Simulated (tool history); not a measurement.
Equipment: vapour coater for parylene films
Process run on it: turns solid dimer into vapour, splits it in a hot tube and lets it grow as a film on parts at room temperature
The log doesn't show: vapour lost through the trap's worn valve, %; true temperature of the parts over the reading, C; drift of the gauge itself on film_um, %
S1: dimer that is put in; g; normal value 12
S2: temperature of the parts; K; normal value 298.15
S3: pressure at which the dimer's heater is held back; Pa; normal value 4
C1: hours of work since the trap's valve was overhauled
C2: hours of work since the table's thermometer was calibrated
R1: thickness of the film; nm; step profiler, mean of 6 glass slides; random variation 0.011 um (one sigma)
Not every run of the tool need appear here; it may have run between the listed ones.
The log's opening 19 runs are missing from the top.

| run | hour | S1 | S2 | S3 | C1 | C2 | R1 |
|---|---|---|---|---|---|---|---|
| 20 | 213.2 | 6 | 298.15 | 4 | 34 | 491 | 1960 |
| 21 | 221.5 | 12 | 300.15 | 2.4 | 40 | 496 | 4020 |
|  | 236.9 | trap's valve overhauled, once more |
| 22 | 237.8 | 21 | 309.15 | 4 | 1 | 504 | 5980 |
| 23 | 250.7 | 20 | 307.15 | 5.5 | 9 | 512 | 5690 |
| 24 | 262.9 | 20 | 307.15 | 5.5 | 17 | 520 | 5710 |
| 25 | 274.7 | 20 | 307.15 | 5.5 | 24 | 528 | 5700 |
| 26 | 286.2 | 20 | 307.15 | 2.31 | 32 | 535 | 6150 |
| 27 | 299.1 | 20 | 307.15 | 2.31 | 40 | 544 | 6120 |
| 28 | 310.9 | 12 | 291.15 | 2.27 | 48 | 551 | 4660 |
| 29 | 326.5 | 9 | 302.15 | 5.21 | 58 | 561 | 2790 |
| 30 | 339.4 | 9 | 302.15 | 5.21 | 66 | 570 | 2770 |
| 31 | 354.7 | 17 | 290.15 | 5.21 | 76 | 579 | 6250 |
| 32 | 365.2 | 18 | 293.15 | 6.63 | 83 | 586 | 6230 |

3 options for the next run, each taken on its own from the tool as it stands now. Forecast them:
| A | 374.8 | 12 | 290.15 | 4 | 89 | 592 | ? |
| B | 374.8 | 18 | 309.15 | 4.86 | 89 | 592 | ? |
| C | 374.8 | 18 | 293.15 | 5.17 | 89 | 592 | ? |

| run | R1 |
|---|---|
| A | 4530 |
| B | 4990 |
| C | 6330 |
Had the tool no hidden state, the same runs would have come out as:
| run | R1 |
|---|---|
| A | 4540 |
| B | 5000 |
| C | 6340 |
